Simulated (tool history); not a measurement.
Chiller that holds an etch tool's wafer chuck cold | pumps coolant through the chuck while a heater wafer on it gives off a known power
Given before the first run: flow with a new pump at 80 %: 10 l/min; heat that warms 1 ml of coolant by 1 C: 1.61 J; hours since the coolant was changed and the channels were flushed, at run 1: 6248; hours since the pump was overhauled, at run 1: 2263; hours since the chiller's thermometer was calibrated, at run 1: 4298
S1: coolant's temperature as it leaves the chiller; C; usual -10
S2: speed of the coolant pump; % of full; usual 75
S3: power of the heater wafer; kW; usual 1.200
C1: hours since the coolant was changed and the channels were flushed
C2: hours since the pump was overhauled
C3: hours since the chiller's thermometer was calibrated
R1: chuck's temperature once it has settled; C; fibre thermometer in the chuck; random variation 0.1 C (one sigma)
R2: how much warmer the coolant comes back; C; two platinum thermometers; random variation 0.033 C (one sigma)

{"run": 1, "hour": 0.0, "S1": -10, "S2": 75, "S3": 1.2, "C1": 6248, "C2": 2263, "C3": 4298, "R1": 5.3, "R2": 5.03}
{"run": 2, "hour": 51.3, "S1": -10, "S2": 75, "S3": 1.2, "C1": 6299, "C2": 2315, "C3": 4349, "R1": 5.2, "R2": 5.11}
{"run": 3, "hour": 81.3, "S1": -14, "S2": 75, "S3": 1.2, "C1": 6329, "C2": 2345, "C3": 4379, "R1": 1.2, "R2": 5.02}
{"run": 4, "hour": 114.4, "S1": -10, "S2": 75, "S3": 1.203, "C1": 6362, "C2": 2378, "C3": 4412, "R1": 5.3, "R2": 5.09}
{"run": 5, "hour": 175.4, "S1": -10, "S2": 75, "S3": 1.203, "C1": 6423, "C2": 2439, "C3": 4473, "R1": 5.3, "R2": 5.11}
{"run": 6, "hour": 204.9, "S1": -10, "S2": 75, "S3": 1.203, "C1": 6453, "C2": 2468, "C3": 4502, "R1": 5.4, "R2": 5.02}
{"run": 7, "hour": 248.0, "S1": -10, "S2": 75, "S3": 1.203, "C1": 6496, "C2": 2511, "C3": 4546, "R1": 5.4, "R2": 5.08}
{"hour": 273.2, "done": "chiller's thermometer calibrated"}
{"run": 8, "hour": 309.0, "S1": -10, "S2": 75, "S3": 1.2, "C1": 6556, "C2": 2571, "C3": 36, "R1": 4.8, "R2": 5.08}
{"run": 9, "hour": 366.5, "S1": -10, "S2": 75, "S3": 1.2, "C1": 6613, "C2": 2629, "C3": 93, "R1": 5.0, "R2": 5.1}
{"run": 10, "hour": 413.5, "S1": -10, "S2": 75, "S3": 1.2, "C1": 6660, "C2": 2676, "C3": 140, "R1": 4.9, "R2": 5.14}
{"run": 11, "hour": 466.8, "S1": -10, "S2": 75, "S3": 1.2, "C1": 6714, "C2": 2729, "C3": 194, "R1": 5.0, "R2": 5.13}
{"run": 12, "hour": 518.9, "S1": -10, "S2": 75, "S3": 0.62, "C1": 6766, "C2": 2781, "C3": 246, "R1": -3.0, "R2": 2.59}
{"hour": 557.8, "done": "chiller's thermometer calibrated, once more"}
{"run": 13, "hour": 576.6, "S1": -10, "S2": 80, "S3": 1.2, "C1": 6822, "C2": 2838, "C3": 19, "R1": 5.4, "R2": 4.81}
{"run": 14, "hour": 626.6, "S1": -10, "S2": 78, "S3": 1.2, "C1": 6873, "C2": 2888, "C3": 69, "R1": 5.7, "R2": 4.94}
{"run": 15, "hour": 684.3, "S1": -10, "S2": 78, "S3": 1.2, "C1": 6930, "C2": 2946, "C3": 127, "R1": 5.7, "R2": 4.91}
{"run": 16, "hour": 726.8, "S1": -6, "S2": 67, "S3": 1.481, "C1": 6973, "C2": 2988, "C3": 169, "R1": 16.3, "R2": 7.13}
{"run": 17, "hour": 784.0, "S1": -6, "S2": 67, "S3": 1.481, "C1": 7030, "C2": 3045, "C3": 226, "R1": 16.2, "R2": 7.25}
{"run": 18, "hour": 813.1, "S1": -11, "S2": 87, "S3": 1.256, "C1": 7059, "C2": 3074, "C3": 255, "R1": 3.9, "R2": 4.61}
{"run": 19, "hour": 858.1, "S1": -9, "S2": 67, "S3": 1.714, "C1": 7104, "C2": 3119, "C3": 300, "R1": 16.8, "R2": 8.27}
{"run": 20, "hour": 917.5, "S1": -6, "S2": 90, "S3": 0.721, "C1": 7163, "C2": 3179, "C3": 360, "R1": 2.4, "R2": 2.5}
{"hour": 949.5, "done": "coolant changed, channels flushed"}
{"run": 21, "hour": 975.5, "S1": -15, "S2": 76, "S3": 1.551, "C1": 26, "C2": 3231, "C3": 412, "R1": 4.5, "R2": 6.58}
{"run": 22, "hour": 1036.3, "S1": -7, "S2": 70, "S3": 0.935, "C1": 87, "C2": 3292, "C3": 472, "R1": 5.5, "R2": 4.35}
{"run": 23, "hour": 1081.6, "S1": -7, "S2": 70, "S3": 0.935, "C1": 132, "C2": 3337, "C3": 518, "R1": 5.6, "R2": 4.34}

3 options for the next run, each taken on its own from the tool as it stands now. Forecast them:
{"run": "A", "hour": 1143.2, "S1": -19, "S2": 63, "S3": 0.978, "C1": 194, "C2": 3399, "C3": 579, "R1": "?", "R2": "?"}
{"run": "B", "hour": 1143.2, "S1": -16, "S2": 90, "S3": 1.083, "C1": 194, "C2": 3399, "C3": 579, "R1": "?", "R2": "?"}
{"run": "C", "hour": 1143.2, "S1": -10, "S2": 91, "S3": 0.964, "C1": 194, "C2": 3399, "C3": 579, "R1": "?", "R2": "?"}

run=A R1=-4.5 R2=5.12
run=B R1=-4.3 R2=3.76
run=C R1=0.3 R2=3.35
Without the tool's unlogged condition, the same runs would have read:
run=A R1=-5.4 R2=4.76
run=B R1=-4.9 R2=3.49
run=C R1=-0.2 R2=3.12

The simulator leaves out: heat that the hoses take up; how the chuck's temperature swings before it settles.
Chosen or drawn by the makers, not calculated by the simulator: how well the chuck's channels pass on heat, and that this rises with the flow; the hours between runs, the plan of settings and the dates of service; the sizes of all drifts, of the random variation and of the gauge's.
